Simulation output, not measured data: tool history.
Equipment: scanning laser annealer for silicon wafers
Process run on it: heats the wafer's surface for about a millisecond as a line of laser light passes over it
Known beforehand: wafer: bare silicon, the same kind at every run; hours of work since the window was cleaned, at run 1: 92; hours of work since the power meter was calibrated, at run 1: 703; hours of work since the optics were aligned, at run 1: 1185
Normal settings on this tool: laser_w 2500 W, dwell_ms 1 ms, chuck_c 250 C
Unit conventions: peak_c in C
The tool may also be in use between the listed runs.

run,day,laser_w,dwell_ms,chuck_c,hours of work since the window was cleaned,hours of work since the power meter was calibrated,hours of work since the optics were aligned,peak_c
1,0,2500,1,250,92,703,1185,962
2,1.996,2500,1.16,250,116,727,1209,1004
3,3.671,2500,1,250,136,747,1229,959
4,5.129,2500,1,250,153,764,1246,962
5,7.4,2500,1,250,180,791,1273,960
6,9.929,2500,1,250,210,821,1304,963
7,12.671,2500,1,250,243,854,1336,961
8,15.225,2500,1,250,274,885,1367,960
9,16.612,2500,1,250,290,901,1383,962
10,18.675,2500,1,250,315,926,1408,960
11,20.8,2500,1,250,340,951,1433,959
12,21.925,2500,1,250,354,964,1447,960
13,23.375,2500,1,250,371,982,1464,958
14,25.917,2638,1.14,286,401,1012,1494,1082
15,27.783,2638,0.96,247,423,1034,1517,985
16,29.271,2638,0.96,247,441,1052,1534,987
17,30.862,2638,0.88,247,460,1071,1553,955
18,33.188,2638,0.88,247,488,1099,1581,958
19,35.483,2266,1,250,515,1126,1609,891
20,37.392,2246,0.88,259,538,1149,1631,859
21,38.946,2604,1.07,216,557,1168,1650,979
22,40.521,2668,1.22,239,575,1186,1669,1068
23,42.138,2668,1.22,239,595,1206,1688,1063
# day 42.467: optics aligned, line set to its width
24,44.358,2668,1.22,239,619,1230,23,1070
25,46.567,2303,1.15,225,645,1256,49,919
26,49.325,2548,0.84,225,678,1289,82,895

What if the next run were any one of these 3? Each begins from the tool's condition after run 26:
A,50.629,2695,0.73,234,694,1305,97,?
B,50.629,2134,0.95,220,694,1305,97,?
C,50.629,2272,1.11,210,694,1305,97,?

run,peak_c
A,903
B,812
C,886
Take away the tool's hidden state, keep each run's random variation, and the runs would have read:
run,peak_c
A,903
B,812
C,886

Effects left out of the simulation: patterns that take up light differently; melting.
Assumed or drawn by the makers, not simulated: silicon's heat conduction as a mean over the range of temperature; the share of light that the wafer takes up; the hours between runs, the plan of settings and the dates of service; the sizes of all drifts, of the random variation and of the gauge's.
